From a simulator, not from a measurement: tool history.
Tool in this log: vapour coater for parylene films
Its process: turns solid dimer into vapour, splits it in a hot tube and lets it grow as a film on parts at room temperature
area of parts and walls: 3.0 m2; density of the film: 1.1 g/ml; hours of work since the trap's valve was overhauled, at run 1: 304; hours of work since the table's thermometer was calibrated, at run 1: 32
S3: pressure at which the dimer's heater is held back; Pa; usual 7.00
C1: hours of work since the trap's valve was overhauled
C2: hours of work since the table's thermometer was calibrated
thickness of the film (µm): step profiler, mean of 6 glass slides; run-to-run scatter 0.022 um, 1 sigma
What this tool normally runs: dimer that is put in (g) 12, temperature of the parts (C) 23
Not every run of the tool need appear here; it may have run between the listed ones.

{"run": 1, "day": 0.0, "dimer that is put in (g)": 12, "temperature of the parts (C)": 23, "S3": 7.0, "C1": 304, "C2": 32, "thickness of the film (µm)": 1.79}
{"run": 2, "day": 2.046, "dimer that is put in (g)": 12, "temperature of the parts (C)": 23, "S3": 7.0, "C1": 325, "C2": 53, "thickness of the film (µm)": 1.79}
{"day": 3.908, "done": "trap's valve overhauled"}
{"run": 3, "day": 3.917, "dimer that is put in (g)": 12, "temperature of the parts (C)": 23, "S3": 7.0, "C1": 0, "C2": 70, "thickness of the film (µm)": 1.82}
{"run": 4, "day": 5.271, "dimer that is put in (g)": 12, "temperature of the parts (C)": 23, "S3": 7.0, "C1": 14, "C2": 83, "thickness of the film (µm)": 1.87}
{"run": 5, "day": 6.742, "dimer that is put in (g)": 12, "temperature of the parts (C)": 23, "S3": 7.0, "C1": 28, "C2": 98, "thickness of the film (µm)": 1.8}
{"run": 6, "day": 8.288, "dimer that is put in (g)": 21, "temperature of the parts (C)": 23, "S3": 7.0, "C1": 44, "C2": 114, "thickness of the film (µm)": 3.28}
{"run": 7, "day": 9.367, "dimer that is put in (g)": 12, "temperature of the parts (C)": 23, "S3": 7.0, "C1": 55, "C2": 124, "thickness of the film (µm)": 1.82}
{"run": 8, "day": 11.425, "dimer that is put in (g)": 12, "temperature of the parts (C)": 23, "S3": 7.0, "C1": 75, "C2": 145, "thickness of the film (µm)": 1.81}
{"run": 9, "day": 13.3, "dimer that is put in (g)": 12, "temperature of the parts (C)": 23, "S3": 7.0, "C1": 94, "C2": 164, "thickness of the film (µm)": 1.81}
{"run": 10, "day": 14.725, "dimer that is put in (g)": 12, "temperature of the parts (C)": 23, "S3": 7.0, "C1": 108, "C2": 178, "thickness of the film (µm)": 1.82}
{"run": 11, "day": 16.104, "dimer that is put in (g)": 12, "temperature of the parts (C)": 23, "S3": 7.0, "C1": 122, "C2": 192, "thickness of the film (µm)": 1.81}
{"run": 12, "day": 18.242, "dimer that is put in (g)": 12, "temperature of the parts (C)": 23, "S3": 7.0, "C1": 143, "C2": 213, "thickness of the film (µm)": 1.88}
{"run": 13, "day": 20.183, "dimer that is put in (g)": 12, "temperature of the parts (C)": 23, "S3": 7.0, "C1": 163, "C2": 233, "thickness of the film (µm)": 1.83}
{"run": 14, "day": 22.221, "dimer that is put in (g)": 12, "temperature of the parts (C)": 28, "S3": 7.0, "C1": 183, "C2": 253, "thickness of the film (µm)": 1.46}
{"run": 15, "day": 24.121, "dimer that is put in (g)": 12, "temperature of the parts (C)": 28, "S3": 7.0, "C1": 202, "C2": 272, "thickness of the film (µm)": 1.47}
{"run": 16, "day": 25.525, "dimer that is put in (g)": 12, "temperature of the parts (C)": 28, "S3": 7.0, "C1": 216, "C2": 286, "thickness of the film (µm)": 1.45}
{"run": 17, "day": 27.096, "dimer that is put in (g)": 12, "temperature of the parts (C)": 28, "S3": 6.06, "C1": 232, "C2": 302, "thickness of the film (µm)": 1.49}
{"run": 18, "day": 29.35, "dimer that is put in (g)": 12, "temperature of the parts (C)": 28, "S3": 6.06, "C1": 255, "C2": 324, "thickness of the film (µm)": 1.48}
{"run": 19, "day": 30.442, "dimer that is put in (g)": 12, "temperature of the parts (C)": 19, "S3": 6.06, "C1": 266, "C2": 335, "thickness of the film (µm)": 2.32}
{"run": 20, "day": 32.333, "dimer that is put in (g)": 12, "temperature of the parts (C)": 19, "S3": 6.06, "C1": 285, "C2": 354, "thickness of the film (µm)": 2.22}
{"run": 21, "day": 33.692, "dimer that is put in (g)": 12, "temperature of the parts (C)": 19, "S3": 6.06, "C1": 298, "C2": 368, "thickness of the film (µm)": 2.27}
{"run": 22, "day": 35.154, "dimer that is put in (g)": 12, "temperature of the parts (C)": 19, "S3": 6.06, "C1": 313, "C2": 382, "thickness of the film (µm)": 2.24}
{"run": 23, "day": 36.688, "dimer that is put in (g)": 12, "temperature of the parts (C)": 23, "S3": 4.77, "C1": 328, "C2": 398, "thickness of the film (µm)": 1.98}
{"day": 38.362, "done": "trap's valve overhauled"}
{"run": 24, "day": 39.171, "dimer that is put in (g)": 11, "temperature of the parts (C)": 16, "S3": 6.81, "C1": 8, "C2": 421, "thickness of the film (µm)": 2.35}
{"run": 25, "day": 40.783, "dimer that is put in (g)": 11, "temperature of the parts (C)": 16, "S3": 6.81, "C1": 24, "C2": 437, "thickness of the film (µm)": 2.33}
{"run": 26, "day": 42.054, "dimer that is put in (g)": 11, "temperature of the parts (C)": 31, "S3": 6.81, "C1": 37, "C2": 450, "thickness of the film (µm)": 1.14}
{"run": 27, "day": 43.312, "dimer that is put in (g)": 5, "temperature of the parts (C)": 24, "S3": 4.08, "C1": 50, "C2": 462, "thickness of the film (µm)": 0.81}
{"run": 28, "day": 44.85, "dimer that is put in (g)": 5, "temperature of the parts (C)": 24, "S3": 4.08, "C1": 65, "C2": 478, "thickness of the film (µm)": 0.78}
{"run": 29, "day": 46.642, "dimer that is put in (g)": 5, "temperature of the parts (C)": 24, "S3": 4.08, "C1": 83, "C2": 496, "thickness of the film (µm)": 0.79}
{"run": 30, "day": 48.688, "dimer that is put in (g)": 5, "temperature of the parts (C)": 24, "S3": 4.08, "C1": 103, "C2": 516, "thickness of the film (µm)": 0.82}
{"run": 31, "day": 50.571, "dimer that is put in (g)": 5, "temperature of the parts (C)": 24, "S3": 4.08, "C1": 122, "C2": 535, "thickness of the film (µm)": 0.81}
{"run": 32, "day": 52.396, "dimer that is put in (g)": 14, "temperature of the parts (C)": 23, "S3": 4.66, "C1": 141, "C2": 553, "thickness of the film (µm)": 2.31}
{"run": 33, "day": 54.088, "dimer that is put in (g)": 14, "temperature of the parts (C)": 23, "S3": 4.66, "C1": 157, "C2": 570, "thickness of the film (µm)": 2.33}
{"run": 34, "day": 55.975, "dimer that is put in (g)": 14, "temperature of the parts (C)": 23, "S3": 4.66, "C1": 176, "C2": 589, "thickness of the film (µm)": 2.33}
{"run": 35, "day": 57.071, "dimer that is put in (g)": 14, "temperature of the parts (C)": 23, "S3": 4.66, "C1": 187, "C2": 600, "thickness of the film (µm)": 2.34}
{"run": 36, "day": 58.471, "dimer that is put in (g)": 12, "temperature of the parts (C)": 30, "S3": 5.48, "C1": 201, "C2": 614, "thickness of the film (µm)": 1.38}
{"run": 37, "day": 60.242, "dimer that is put in (g)": 12, "temperature of the parts (C)": 18, "S3": 5.74, "C1": 219, "C2": 632, "thickness of the film (µm)": 2.42}
{"run": 38, "day": 62.3, "dimer that is put in (g)": 10, "temperature of the parts (C)": 27, "S3": 8.13, "C1": 240, "C2": 653, "thickness of the film (µm)": 1.21}
{"run": 39, "day": 63.562, "dimer that is put in (g)": 13, "temperature of the parts (C)": 23, "S3": 5.83, "C1": 252, "C2": 665, "thickness of the film (µm)": 2.05}
{"run": 40, "day": 65.638, "dimer that is put in (g)": 16, "temperature of the parts (C)": 17, "S3": 7.67, "C1": 273, "C2": 686, "thickness of the film (µm)": 3.14}
{"run": 41, "day": 66.608, "dimer that is put in (g)": 5, "temperature of the parts (C)": 26, "S3": 4.22, "C1": 283, "C2": 696, "thickness of the film (µm)": 0.69}
{"run": 42, "day": 68.221, "dimer that is put in (g)": 17, "temperature of the parts (C)": 34, "S3": 11.34, "C1": 299, "C2": 712, "thickness of the film (µm)": 1.42}
{"run": 43, "day": 70.492, "dimer that is put in (g)": 10, "temperature of the parts (C)": 23, "S3": 11.34, "C1": 322, "C2": 734, "thickness of the film (µm)": 1.37}
{"day": 72.762, "done": "trap's valve overhauled"}
{"run": 44, "day": 72.908, "dimer that is put in (g)": 7, "temperature of the parts (C)": 25, "S3": 11.34, "C1": 1, "C2": 757, "thickness of the film (µm)": 0.86}
{"run": 45, "day": 75.042, "dimer that is put in (g)": 6, "temperature of the parts (C)": 34, "S3": 4.51, "C1": 23, "C2": 778, "thickness of the film (µm)": 0.57}
{"run": 46, "day": 77.229, "dimer that is put in (g)": 6, "temperature of the parts (C)": 34, "S3": 4.51, "C1": 45, "C2": 800, "thickness of the film (µm)": 0.6}

Forecast each of these 5 alternatives for the next run:
{"run": "A", "day": 78.992, "dimer that is put in (g)": 19, "temperature of the parts (C)": 22, "S3": 4.18, "C1": 62, "C2": 818, "thickness of the film (µm)": "?"}
{"run": "B", "day": 78.992, "dimer that is put in (g)": 6, "temperature of the parts (C)": 25, "S3": 4.51, "C1": 62, "C2": 818, "thickness of the film (µm)": "?"}
{"run": "C", "day": 78.992, "dimer that is put in (g)": 16, "temperature of the parts (C)": 16, "S3": 4.51, "C1": 62, "C2": 818, "thickness of the film (µm)": "?"}
{"run": "D", "day": 78.992, "dimer that is put in (g)": 19, "temperature of the parts (C)": 27, "S3": 2.58, "C1": 62, "C2": 818, "thickness of the film (µm)": "?"}
{"run": "E", "day": 78.992, "dimer that is put in (g)": 19, "temperature of the parts (C)": 34, "S3": 3.62, "C1": 62, "C2": 818, "thickness of the film (µm)": "?"}

run=A thickness_of_the_film_(µm)=3.37
run=B thickness_of_the_film_(µm)=0.93
run=C thickness_of_the_film_(µm)=3.68
run=D thickness_of_the_film_(µm)=2.98
run=E thickness_of_the_film_(µm)=2.02
With the hidden condition removed and each run's random variation left untouched, the same runs would have given:
run=A thickness_of_the_film_(µm)=3.37
run=B thickness_of_the_film_(µm)=0.93
run=C thickness_of_the_film_(µm)=3.68
run=D thickness_of_the_film_(µm)=2.98
run=E thickness_of_the_film_(µm)=2.02
